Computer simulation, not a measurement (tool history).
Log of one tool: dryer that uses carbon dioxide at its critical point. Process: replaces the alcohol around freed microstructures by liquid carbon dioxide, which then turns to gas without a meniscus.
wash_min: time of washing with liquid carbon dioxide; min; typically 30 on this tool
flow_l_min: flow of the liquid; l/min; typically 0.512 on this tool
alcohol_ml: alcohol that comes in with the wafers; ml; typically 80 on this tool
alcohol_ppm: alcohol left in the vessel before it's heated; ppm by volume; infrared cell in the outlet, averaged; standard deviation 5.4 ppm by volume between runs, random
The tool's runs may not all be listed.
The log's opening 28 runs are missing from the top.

run   hour  wash_min  flow_l_min  alcohol_ml  hours of work since the filter was changed  hours of work since the purifier's bed was changed  alcohol_ppm
 29  200.2        21       0.512          80                                          52                                                 186          838
 30  206.4        21       0.512          80                                          56                                                 189          826
 31  215.7        46       0.512          80                                          61                                                 194           53
 32  224.6        21       0.512          25                                          66                                                 199          291
 33  228.6        21       0.512          25                                          68                                                 201          297
 34  235.4        28       0.512          37                                          71                                                 205          159
 35  240.8        37       0.580          80                                          74                                                 208           72
 36  245.8        37       0.580          80                                          77                                                 211           68
 37  253.0        22       0.511          23                                          81                                                 214          246
 38  261.8        30       0.512          65                                          86                                                 219          182
 39  268.0        30       0.512          96                                          89                                                 223          224
 40  277.0        30       0.512          96                                          94                                                 228          241
 41  283.2        24       0.632          80                                          97                                                 231          229

Below are 3 alternative next runs, each starting from the tool's condition after run 41. Predict each:
  A  290.3        30       0.566          80                                         101                                                 235            ?
  B  290.3        24       0.632          44                                         101                                                 235            ?
  C  290.3        24       0.632          42                                         101                                                 235            ?

run  alcohol_ppm
  A          142
  B          159
  C          151
With no hidden state in the tool, these same runs would have given:
run  alcohol_ppm
  A           75
  B           94
  C           86
